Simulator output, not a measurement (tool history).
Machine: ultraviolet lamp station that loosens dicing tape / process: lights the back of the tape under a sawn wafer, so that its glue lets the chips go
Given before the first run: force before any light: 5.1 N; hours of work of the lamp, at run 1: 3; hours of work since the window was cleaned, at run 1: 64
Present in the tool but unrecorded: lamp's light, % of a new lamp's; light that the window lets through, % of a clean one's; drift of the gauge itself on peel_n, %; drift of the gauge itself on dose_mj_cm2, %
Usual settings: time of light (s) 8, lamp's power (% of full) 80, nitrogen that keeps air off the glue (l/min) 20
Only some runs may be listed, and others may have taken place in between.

run,hour,time of light (s),lamp's power (% of full),nitrogen that keeps air off the glue (l/min),hours of work of the lamp,hours of work since the window was cleaned,force that peels the tape off (N),light that reached the tape (mJ/cm2)
1,0,8,80,20,3,64,0.467,474
2,12.1,8,80,20,9,71,0.464,477
3,28.5,8,80,20,18,79,0.469,477
4,52.7,8,80,20,31,92,0.459,475
5,74.8,8,64,20,43,104,0.682,379
6,95.6,8,64,20,54,115,0.708,375
7,120.9,8,64,20,68,129,0.718,376
8,136.2,8,64,20,76,137,0.695,383
9,161.9,8,80,20,90,151,0.47,477
10,174.7,8,80,12,97,158,0.626,478
11,202.5,8,80,12,112,173,0.641,472
12,214.4,8,80,12,118,179,0.617,477
13,241.1,8,80,12,132,194,0.642,476
14,253,8,80,20,139,200,0.463,479
15,267.5,8,80,20,147,208,0.457,479
16,287.2,8,80,32,157,218,0.378,474
17,311.7,8,80,32,170,232,0.361,474
18,334,8,80,32,182,244,0.378,471
# hour 349.9: window cleaned of glue's vapour
19,362.6,8,80,32,197,7,0.369,475
20,383.1,8,80,20,208,18,0.449,472
21,400.4,6,80,20,218,27,0.779,358
22,421.2,8,80,20,229,38,0.492,472
23,447.8,8,80,6,243,53,0.968,478
24,463.9,8,60,24,252,61,0.695,356
25,491.1,10,63,9,267,76,0.8,466
26,510.7,10,100,8,277,87,0.358,744
27,533.4,8,64,35,289,99,0.556,375
28,553.2,6,64,37,300,109,0.853,281
29,573.7,6,80,9,311,120,1.209,353
30,597.3,6,80,9,324,133,1.242,355
31,615.7,16,84,20,334,143,0.169,992
32,643.1,16,84,20,348,158,0.176,992
33,659.2,13,84,20,357,166,0.213,817
34,676.8,12,85,20,366,176,0.216,753
35,700,8,80,11,379,188,0.683,472
36,719.7,8,80,11,389,199,0.694,479
37,742.7,8,80,11,402,211,0.651,470
38,764.1,8,80,11,413,223,0.674,476
39,784.1,4,65,32,424,234,1.502,193
40,811.5,10,67,11,439,248,0.617,495
# hour 818.3: window cleaned of glue's vapour
41,832.9,8,80,15,450,8,0.545,479
42,856.5,5,75,15,463,21,1.272,278
43,880.2,8,80,37,475,33,0.332,476
44,902.7,8,80,37,488,45,0.348,469

Hidden condition of the tool, last listed run before each entry between runs versus first listed run after:
Runs 18 to 19: window cleaned of glue's vapour (hour 349.9)
  light that the window lets through, % of a clean one's: 99.9 -> 100
Runs 40 to 41: window cleaned of glue's vapour (hour 818.3)
  light that the window lets through, % of a clean one's: 99.9 -> 100
